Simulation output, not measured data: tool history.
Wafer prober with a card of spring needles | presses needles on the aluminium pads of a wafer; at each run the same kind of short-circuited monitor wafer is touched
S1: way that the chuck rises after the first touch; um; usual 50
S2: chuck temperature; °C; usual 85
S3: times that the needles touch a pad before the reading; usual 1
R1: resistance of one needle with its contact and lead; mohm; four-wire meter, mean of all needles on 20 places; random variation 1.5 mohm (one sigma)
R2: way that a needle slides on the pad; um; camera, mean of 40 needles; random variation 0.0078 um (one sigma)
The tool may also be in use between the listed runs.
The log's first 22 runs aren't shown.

-- day=6.096 tips cleaned on abrasive film
run 23 day=6.188 | S1=33 S2=42 S3=1 | R1=213 R2=4.485
run 24 day=6.4 | S1=44 S2=42 S3=1 | R1=224 R2=6.005
run 25 day=6.721 | S1=30 S2=30 S3=1 | R1=407 R2=4.057
-- day=6.746 tips cleaned on abrasive film
run 26 day=7.096 | S1=57 S2=87 S3=1 | R1=192 R2=7.795
run 27 day=7.296 | S1=57 S2=87 S3=1 | R1=203 R2=7.8
-- day=7.396 tips cleaned on abrasive film
run 28 day=7.471 | S1=59 S2=85 S3=2 | R1=142 R2=8.086
run 29 day=7.838 | S1=57 S2=85 S3=1 | R1=197 R2=7.795
-- day=8.029 tips cleaned on abrasive film
run 30 day=8.096 | S1=57 S2=85 S3=1 | R1=156 R2=7.793
-- day=8.362 height of the first contact set anew
run 31 day=8.438 | S1=57 S2=26 S3=3 | R1=147 R2=7.902
-- day=8.683 tips cleaned on abrasive film
run 32 day=8.783 | S1=57 S2=26 S3=3 | R1=134 R2=7.891
run 33 day=8.975 | S1=54 S2=45 S3=1 | R1=187 R2=7.477
run 34 day=9.271 | S1=42 S2=93 S3=1 | R1=262 R2=5.809

4 ways to go on from here, each from the tool as it stands after run 34. What would each give?
-- day=9.317 tips cleaned on abrasive film
run A day=9.629 | S1=55 S2=31 S3=1 | R1=? R2=?
-- day=9.317 tips cleaned on abrasive film
run B day=9.629 | S1=35 S2=93 S3=1 | R1=? R2=?
-- day=9.317 tips cleaned on abrasive film
run C day=9.629 | S1=64 S2=85 S3=1 | R1=? R2=?
-- day=9.317 tips cleaned on abrasive film
run D day=9.629 | S1=63 S2=75 S3=1 | R1=? R2=?

run=A R1=189 R2=7.608
run=B R1=288 R2=4.84
run=C R1=176 R2=8.848
run=D R1=177 R2=8.725
Without the tool's hidden state the same runs would have given:
run=A R1=123 R2=7.621
run=B R1=150 R2=4.853
run=C R1=129 R2=8.861
run=D R1=129 R2=8.738

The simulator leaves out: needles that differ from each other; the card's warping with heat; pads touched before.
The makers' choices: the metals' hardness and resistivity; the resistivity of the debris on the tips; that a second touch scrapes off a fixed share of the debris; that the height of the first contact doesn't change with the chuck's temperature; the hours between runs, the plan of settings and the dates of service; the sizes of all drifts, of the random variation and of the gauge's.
